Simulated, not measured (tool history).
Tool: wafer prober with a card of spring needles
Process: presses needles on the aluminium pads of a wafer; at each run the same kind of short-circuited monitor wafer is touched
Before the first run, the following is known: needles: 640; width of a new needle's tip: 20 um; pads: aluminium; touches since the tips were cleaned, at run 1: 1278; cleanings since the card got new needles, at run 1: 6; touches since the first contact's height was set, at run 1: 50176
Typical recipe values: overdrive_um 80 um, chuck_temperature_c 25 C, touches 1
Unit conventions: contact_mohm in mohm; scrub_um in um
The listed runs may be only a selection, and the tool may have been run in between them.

run,day,overdrive_um,chuck_temperature_c,touches,touches since the tips were cleaned,cleanings since the card got new needles,touches since the first contact's height was set,contact_mohm,scrub_um
1,0,80,25,1,1278,6,50176,167,12.39
# day 1.154: tips cleaned on abrasive film
2,1.325,80,25,1,983,7,57907,168,12.37
3,2.404,61,25,1,7318,7,64242,221,9.44
# day 2.483: tips cleaned on abrasive film
4,3.658,80,43,1,6881,8,71561,193,12.37
# day 3.833: tips cleaned on abrasive film
5,4.567,80,25,1,4297,9,76868,186,12.36
# day 5.167: tips cleaned on abrasive film
6,5.438,81,25,1,1579,10,81937,171,12.5
# day 6.558: tips cleaned on abrasive film
7,6.588,80,25,1,178,11,88667,162,12.33
8,7.254,80,25,1,4072,11,92561,186,12.37
# day 7.912: tips cleaned on abrasive film
9,8.154,80,25,1,1404,12,97813,171,12.33
# day 9.25: tips cleaned on abrasive film
10,9.417,80,120,1,967,13,105182,189,12.21
# day 10.571: tips cleaned on abrasive film
11,10.6,80,120,1,168,14,112108,180,12.25
# day 11.304: height of the first contact set anew
12,11.583,80,120,1,5846,14,1627,210,12.14
# day 11.95: tips cleaned on abrasive film
13,12.938,80,120,3,5776,15,9538,189,12.15
# day 13.288: tips cleaned on abrasive film
14,13.962,80,25,1,3950,16,15531,184,12.09
# day 14.704: tips cleaned on abrasive film
15,14.8,80,25,2,579,17,20420,166,12.03
# day 16.083: tips cleaned on abrasive film
16,16.333,80,25,1,1469,18,29371,172,12.1
17,17.175,80,38,1,6411,18,34313,197,12.06
# day 17.421: tips cleaned on abrasive film
18,18.575,80,38,1,6759,19,42486,200,12.06
# day 18.779: tips cleaned on abrasive film
19,19.583,80,38,1,4707,20,48377,192,12.03
# day 19.688: height of the first contact set anew, once more
# day 20.079: tips cleaned on abrasive film
20,21.008,80,59,2,5427,21,7696,185,12.46
# day 21.479: tips cleaned on abrasive film
21,21.733,80,88,1,1486,22,11925,184,12.5
22,22.438,73,120,1,5618,22,16057,217,11.34
# day 22.792: tips cleaned on abrasive film
23,23.65,73,120,1,5041,23,23141,213,11.36
# day 24.1: tips cleaned on abrasive film
24,25.171,73,120,1,6282,24,32029,213,11.32
# day 25.388: tips cleaned on abrasive film
25,26.217,98,30,2,4872,25,38144,166,15.25
# day 26.729: tips cleaned on abrasive film
26,27.158,72,25,2,2513,26,43616,174,11.14
# day 28.1: tips cleaned on abrasive film
27,28.512,72,25,2,2437,27,51549,174,11.19
# day 29.425: tips cleaned on abrasive film
28,29.862,72,52,2,2556,28,59429,180,11.15
29,30.638,94,52,1,7087,28,63960,187,14.53
# day 30.725: tips cleaned on abrasive film
30,31.796,88,50,2,6275,29,70728,179,13.64
# day 32.083: tips cleaned on abrasive film
31,33.1,79,25,1,5975,30,78358,194,12.26
# day 33.404: tips cleaned on abrasive film
32,33.95,79,25,1,3198,31,83306,182,12.17

Alternative continuations, all from the tool just after run 32; predict every row:
# day 34.708: tips cleaned on abrasive film
A,35.238,61,71,1,3102,32,90836,?,?
# day 34.708: tips cleaned on abrasive film
B,35.238,79,27,1,3102,32,90836,?,?
# day 34.708: tips cleaned on abrasive film
C,35.238,80,25,2,3102,32,90836,?,?

run,contact_mohm,scrub_um
A,213,9.35
B,181,12.17
C,171,12.34
What these runs would have given with no unlogged condition in the tool:
run,contact_mohm,scrub_um
A,174,9.54
B,156,12.36
C,156,12.53
